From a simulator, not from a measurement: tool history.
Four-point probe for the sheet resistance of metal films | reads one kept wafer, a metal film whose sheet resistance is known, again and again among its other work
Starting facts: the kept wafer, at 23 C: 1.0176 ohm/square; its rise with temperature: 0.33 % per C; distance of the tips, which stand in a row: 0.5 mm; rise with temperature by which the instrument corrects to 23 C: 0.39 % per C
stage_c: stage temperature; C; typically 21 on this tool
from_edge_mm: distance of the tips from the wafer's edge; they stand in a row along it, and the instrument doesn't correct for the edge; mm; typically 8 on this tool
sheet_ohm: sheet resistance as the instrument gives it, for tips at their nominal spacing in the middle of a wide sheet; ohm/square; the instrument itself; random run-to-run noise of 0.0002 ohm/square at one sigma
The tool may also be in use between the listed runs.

| run | hour | stage_c | from_edge_mm | sheet_ohm |
|---|---|---|---|---|
| 1 | 0.0 | 21 | 8 | 1.021006 |
| 2 | 55.6 | 21 | 8 | 1.020832 |
| 3 | 97.4 | 20 | 8 | 1.021346 |
| 4 | 171.6 | 18 | 8 | 1.022386 |
| 5 | 214.5 | 18 | 8 | 1.022594 |
| 6 | 291.5 | 21 | 8 | 1.021051 |
| 7 | 356.8 | 30 | 8 | 1.016664 |
| 8 | 391.0 | 21 | 8 | 1.020774 |
| 9 | 439.4 | 21 | 8 | 1.020950 |
| 10 | 476.2 | 21 | 8 | 1.020889 |
| 11 | 516.6 | 21 | 4 | 1.027318 |
| 12 | 564.1 | 21 | 8 | 1.020811 |
| 13 | 599.7 | 21 | 63 | 1.019152 |
| 14 | 664.5 | 21 | 63 | 1.018907 |
| 15 | 724.4 | 21 | 63 | 1.018674 |
| 16 | 759.0 | 21 | 9 | 1.020368 |
| 17 | 825.7 | 21 | 9 | 1.020364 |
| 18 | 893.2 | 21 | 8 | 1.020545 |
| 19 | 937.0 | 21 | 8 | 1.020743 |
| 20 | 1008.5 | 21 | 8 | 1.021074 |
| 21 | 1050.2 | 21 | 8 | 1.020515 |
| 22 | 1098.4 | 21 | 8 | 1.020721 |
| 23 | 1147.8 | 21 | 55 | 1.018459 |
| 24 | 1207.5 | 34 | 22 | 1.012331 |
| 25 | 1256.5 | 24 | 22 | 1.017771 |
| 26 | 1294.6 | 28 | 6 | 1.018311 |
| 27 | 1349.5 | 25 | 5 | 1.022079 |
| 28 | 1426.9 | 27 | 6 | 1.019102 |
| 29 | 1486.0 | 20 | 56 | 1.019556 |
| 30 | 1541.0 | 26 | 4 | 1.024567 |
| 31 | 1583.0 | 26 | 44 | 1.016281 |
| 32 | 1637.0 | 24 | 8 | 1.019372 |
| 33 | 1704.5 | 30 | 8 | 1.016348 |
| 34 | 1777.8 | 28 | 7 | 1.018327 |
| 35 | 1826.8 | 28 | 31 | 1.015041 |
| 36 | 1893.0 | 28 | 31 | 1.015415 |
| 37 | 1953.7 | 28 | 19 | 1.015394 |
| 38 | 2005.9 | 30 | 16 | 1.014210 |
| 39 | 2055.6 | 24 | 8 | 1.019058 |
| 40 | 2087.9 | 24 | 8 | 1.019281 |
| 41 | 2141.8 | 34 | 49 | 1.012272 |

Predict the results of run 42:
|  | 2177.5 | stage's thermometer calibrated |
| 42 | 2202.7 | 29 | 8 | ? |

sheet_ohm: 1.016863 ohm/square
Had the tool carried no hidden state, the very same run would have given sheet_ohm 1.016824 ohm/square.

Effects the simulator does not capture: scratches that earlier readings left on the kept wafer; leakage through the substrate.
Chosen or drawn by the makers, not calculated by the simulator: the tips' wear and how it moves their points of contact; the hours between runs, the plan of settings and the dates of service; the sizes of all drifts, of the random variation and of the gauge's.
